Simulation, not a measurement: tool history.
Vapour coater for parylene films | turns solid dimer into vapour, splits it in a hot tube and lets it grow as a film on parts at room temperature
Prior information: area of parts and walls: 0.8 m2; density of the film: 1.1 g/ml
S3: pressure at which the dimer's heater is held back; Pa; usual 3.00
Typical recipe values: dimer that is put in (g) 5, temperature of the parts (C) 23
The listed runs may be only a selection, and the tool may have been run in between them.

Run 1, hour 0.0: usual settings. Result: thickness of the film (um) 3.84.
Run 2, hour 26.0: usual settings. Result: thickness of the film (um) 3.81.
Run 3, hour 48.1: usual settings. Result: thickness of the film (um) 3.83.
Run 4, hour 74.0: usual settings. Result: thickness of the film (um) 3.89.
Run 5, hour 104.0: usual settings. Result: thickness of the film (um) 3.86.
Run 6, hour 136.0: usual settings but S3 2.27 Pa. Result: thickness of the film (um) 3.93.
Run 7, hour 164.6: usual settings. Result: thickness of the film (um) 3.84.
Run 8, hour 199.8: usual settings. Result: thickness of the film (um) 3.85.
Run 9, hour 226.6: usual settings. Result: thickness of the film (um) 3.91.
Run 10, hour 243.4: usual settings. Result: thickness of the film (um) 3.87.
Run 11, hour 273.5: usual settings but S3 3.63 Pa. Result: thickness of the film (um) 3.83.
Run 12, hour 299.8: usual settings. Result: thickness of the film (um) 3.84.
Run 13, hour 334.2: usual settings but S3 2.67 Pa. Result: thickness of the film (um) 3.87.
Run 14, hour 357.6: usual settings but S3 2.67 Pa. Result: thickness of the film (um) 3.89.
Run 15, hour 395.3: usual settings but S3 5.09 Pa. Result: thickness of the film (um) 3.70.
Run 16, hour 423.4: usual settings but S3 6.89 Pa. Result: thickness of the film (um) 3.65.
Run 17, hour 458.3: usual settings but S3 6.89 Pa. Result: thickness of the film (um) 3.60.
Run 18, hour 493.8: usual settings but S3 6.89 Pa. Result: thickness of the film (um) 3.55.
Run 19, hour 520.5: usual settings but temperature of the parts (C) 15, S3 6.89 Pa. Result: thickness of the film (um) 5.22.
Run 20, hour 554.7: usual settings but temperature of the parts (C) 15, S3 6.89 Pa. Result: thickness of the film (um) 5.17.
Run 21, hour 581.5: usual settings but temperature of the parts (C) 15, S3 6.89 Pa. Result: thickness of the film (um) 5.15.
Run 22, hour 620.9: usual settings. Result: thickness of the film (um) 3.83.
At hour 661.0: trap's valve overhauled.
Run 23, hour 661.1: usual settings but dimer that is put in (g) 8, temperature of the parts (C) 27, S3 3.49 Pa. Result: thickness of the film (um) 5.18.
Run 24, hour 689.6: usual settings but dimer that is put in (g) 3, temperature of the parts (C) 30, S3 2.26 Pa. Result: thickness of the film (um) 1.75.
Run 25, hour 725.4: usual settings but dimer that is put in (g) 4, temperature of the parts (C) 25, S3 2.26 Pa. Result: thickness of the film (um) 2.94.
Run 26, hour 759.5: usual settings but dimer that is put in (g) 3, temperature of the parts (C) 16, S3 2.16 Pa. Result: thickness of the film (um) 3.27.
Run 27, hour 778.7: usual settings but dimer that is put in (g) 7, temperature of the parts (C) 27. Result: thickness of the film (um) 4.53.
Run 28, hour 801.8: usual settings but S3 7.53 Pa. Result: thickness of the film (um) 3.63.
Run 29, hour 825.5: usual settings but temperature of the parts (C) 33, S3 5.37 Pa. Result: thickness of the film (um) 2.37.
Run 30, hour 851.0: usual settings but temperature of the parts (C) 33, S3 5.37 Pa. Result: thickness of the film (um) 2.38.
Run 31, hour 876.7: usual settings but temperature of the parts (C) 33, S3 5.37 Pa. Result: thickness of the film (um) 2.43.
Run 32, hour 904.1: usual settings but temperature of the parts (C) 33, S3 5.37 Pa. Result: thickness of the film (um) 2.36.
Run 33, hour 930.8: usual settings but dimer that is put in (g) 2, temperature of the parts (C) 18, S3 5.36 Pa. Result: thickness of the film (um) 1.87.
Run 34, hour 951.0: usual settings but dimer that is put in (g) 2, temperature of the parts (C) 18, S3 5.36 Pa. Result: thickness of the film (um) 1.85.
Run 35, hour 970.8: usual settings but dimer that is put in (g) 2, temperature of the parts (C) 18, S3 5.36 Pa. Result: thickness of the film (um) 1.86.
Run 36, hour 1008.0: usual settings but dimer that is put in (g) 2, temperature of the parts (C) 31, S3 10.32 Pa. Result: thickness of the film (um) 0.98.
Run 37, hour 1037.1: usual settings but dimer that is put in (g) 4, temperature of the parts (C) 19, S3 3.48 Pa. Result: thickness of the film (um) 3.64.
Run 38, hour 1074.1: usual settings but dimer that is put in (g) 4, temperature of the parts (C) 19, S3 3.48 Pa. Result: thickness of the film (um) 3.69.
Run 39, hour 1105.2: usual settings but dimer that is put in (g) 4, temperature of the parts (C) 19, S3 3.48 Pa. Result: thickness of the film (um) 3.67.
Run 40, hour 1134.6: usual settings but dimer that is put in (g) 4, temperature of the parts (C) 19, S3 3.48 Pa. Result: thickness of the film (um) 3.65.
Run 41, hour 1161.0: usual settings but dimer that is put in (g) 4, temperature of the parts (C) 19, S3 3.48 Pa. Result: thickness of the film (um) 3.62.
Run 42, hour 1178.0: usual settings. Result: thickness of the film (um) 3.91.
Run 43, hour 1212.4: usual settings but dimer that is put in (g) 7, S3 5.40 Pa. Result: thickness of the film (um) 5.13.

Predict each of these 3 candidate next runs independently; none follows another, all start after run 43:
Run A, hour 1229.1: usual settings but S3 5.14 Pa. Result: thickness of the film (um) ?.
Run B, hour 1229.1: usual settings but dimer that is put in (g) 4, S3 8.85 Pa. Result: thickness of the film (um) ?.
Run C, hour 1229.1: usual settings but dimer that is put in (g) 7, temperature of the parts (C) 28, S3 3.33 Pa. Result: thickness of the film (um) ?.

run  thickness of the film (um)
  A                        3.77
  B                        2.86
  C                        4.29
What these runs would have given with no unlogged condition in the tool:
run  thickness of the film (um)
  A                        3.76
  B                        2.86
  C                        4.29
